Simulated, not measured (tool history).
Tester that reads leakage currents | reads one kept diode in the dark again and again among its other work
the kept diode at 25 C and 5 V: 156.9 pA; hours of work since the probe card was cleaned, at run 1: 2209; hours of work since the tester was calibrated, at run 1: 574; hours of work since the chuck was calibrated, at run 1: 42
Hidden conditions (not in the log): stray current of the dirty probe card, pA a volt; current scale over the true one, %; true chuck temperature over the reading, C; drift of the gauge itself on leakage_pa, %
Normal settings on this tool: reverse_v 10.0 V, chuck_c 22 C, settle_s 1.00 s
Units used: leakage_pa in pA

| run | day | reverse_v | chuck_c | settle_s | hours of work since the probe card was cleaned | hours of work since the tester was calibrated | hours of work since the chuck was calibrated | leakage_pa |
|---|---|---|---|---|---|---|---|---|
| 1 | 0.000 | 10.0 | 22 | 1.00 | 2209 | 574 | 42 | 165.26 |
| 2 | 1.138 | 10.0 | 22 | 1.00 | 2222 | 587 | 54 | 165.31 |
| 3 | 1.733 | 10.0 | 22 | 1.00 | 2229 | 593 | 61 | 164.80 |
| 4 | 2.958 | 10.0 | 22 | 0.40 | 2242 | 607 | 75 | 170.93 |
| 5 | 4.275 | 16.3 | 22 | 1.00 | 2257 | 622 | 89 | 204.48 |
| 6 | 5.467 | 16.3 | 22 | 1.00 | 2270 | 635 | 103 | 204.24 |
| 7 | 6.133 | 16.3 | 56 | 1.00 | 2278 | 642 | 110 | 3076.07 |
| 8 | 6.788 | 16.3 | 56 | 1.00 | 2285 | 650 | 118 | 3076.84 |
| 9 | 7.762 | 16.3 | 56 | 1.00 | 2296 | 661 | 128 | 3075.59 |
| 10 | 8.450 | 16.3 | 56 | 1.00 | 2304 | 668 | 136 | 3093.30 |
| 11 | 9.400 | 10.0 | 26 | 1.00 | 2314 | 679 | 147 | 233.36 |
| 12 | 10.825 | 10.0 | 26 | 1.00 | 2330 | 695 | 163 | 232.94 |
| 13 | 12.000 | 10.0 | 22 | 1.00 | 2343 | 708 | 176 | 165.60 |
| 14 | 12.662 | 10.0 | 22 | 1.00 | 2351 | 715 | 183 | 165.97 |
| 15 | 13.333 | 1.7 | 22 | 1.00 | 2358 | 723 | 191 | 78.79 |
| 16 | 14.700 | 1.7 | 22 | 9.74 | 2373 | 738 | 206 | 77.96 |
| 17 | 15.450 | 1.7 | 22 | 9.74 | 2382 | 746 | 214 | 77.75 |
| 18 | 16.042 | 10.0 | 22 | 3.63 | 2388 | 753 | 221 | 162.66 |
| 19 | 17.062 | 10.0 | 22 | 3.63 | 2400 | 764 | 232 | 162.41 |
| 20 | 18.075 | 10.0 | 51 | 1.00 | 2411 | 776 | 243 | 1761.86 |
|  | 18.783 | probe card cleaned and baked |
| 21 | 19.604 | 11.8 | 22 | 1.00 | 9 | 791 | 259 | 170.00 |
| 22 | 20.362 | 11.8 | 22 | 1.00 | 18 | 800 | 268 | 169.87 |
| 23 | 21.421 | 11.8 | 22 | 0.84 | 29 | 812 | 279 | 170.18 |
| 24 | 22.467 | 7.5 | 22 | 1.00 | 41 | 823 | 291 | 141.53 |
| 25 | 23.383 | 7.5 | 22 | 1.00 | 51 | 833 | 301 | 140.75 |
| 26 | 24.350 | 10.0 | 22 | 1.73 | 62 | 844 | 312 | 157.52 |
| 27 | 25.638 | 10.0 | 22 | 1.73 | 76 | 859 | 326 | 157.05 |
| 28 | 26.542 | 6.3 | 44 | 1.73 | 87 | 869 | 337 | 844.78 |
| 29 | 27.779 | 10.0 | 25 | 0.49 | 100 | 882 | 350 | 211.07 |
| 30 | 28.575 | 5.0 | 49 | 3.82 | 109 | 891 | 359 | 1141.46 |
| 31 | 29.888 | 5.0 | 49 | 3.82 | 124 | 906 | 374 | 1140.23 |
| 32 | 31.188 | 2.2 | 21 | 1.00 | 138 | 920 | 388 | 78.79 |
| 33 | 32.083 | 6.5 | 24 | 1.35 | 148 | 930 | 398 | 158.73 |
| 34 | 33.108 | 6.5 | 24 | 1.35 | 160 | 942 | 410 | 159.56 |
| 35 | 33.900 | 2.3 | 24 | 3.71 | 169 | 951 | 419 | 105.01 |
| 36 | 35.088 | 1.3 | 28 | 3.71 | 182 | 964 | 432 | 119.24 |
| 37 | 35.796 | 1.3 | 28 | 3.71 | 190 | 972 | 440 | 119.68 |
| 38 | 36.879 | 1.1 | 31 | 4.46 | 202 | 984 | 452 | 144.89 |
| 39 | 38.050 | 1.1 | 31 | 4.46 | 215 | 997 | 465 | 145.71 |
| 40 | 38.642 | 11.7 | 48 | 9.57 | 222 | 1004 | 471 | 1476.63 |
| 41 | 39.704 | 1.0 | 30 | 7.31 | 233 | 1015 | 483 | 127.94 |

Describe how what the log doesn't record of the tool's condition differs between the last listed run preceding each entry between runs and the first listed run following it.
After run 20, before run 21: probe card cleaned and baked (day 18.783)
  stray current of the dirty probe card, pA a volt: 0.802 -> 0.024; current scale over the true one, %: -0.11 -> -0.12
  measured less the result without the state, leakage_pa: -17.48 -> -2.75 pA

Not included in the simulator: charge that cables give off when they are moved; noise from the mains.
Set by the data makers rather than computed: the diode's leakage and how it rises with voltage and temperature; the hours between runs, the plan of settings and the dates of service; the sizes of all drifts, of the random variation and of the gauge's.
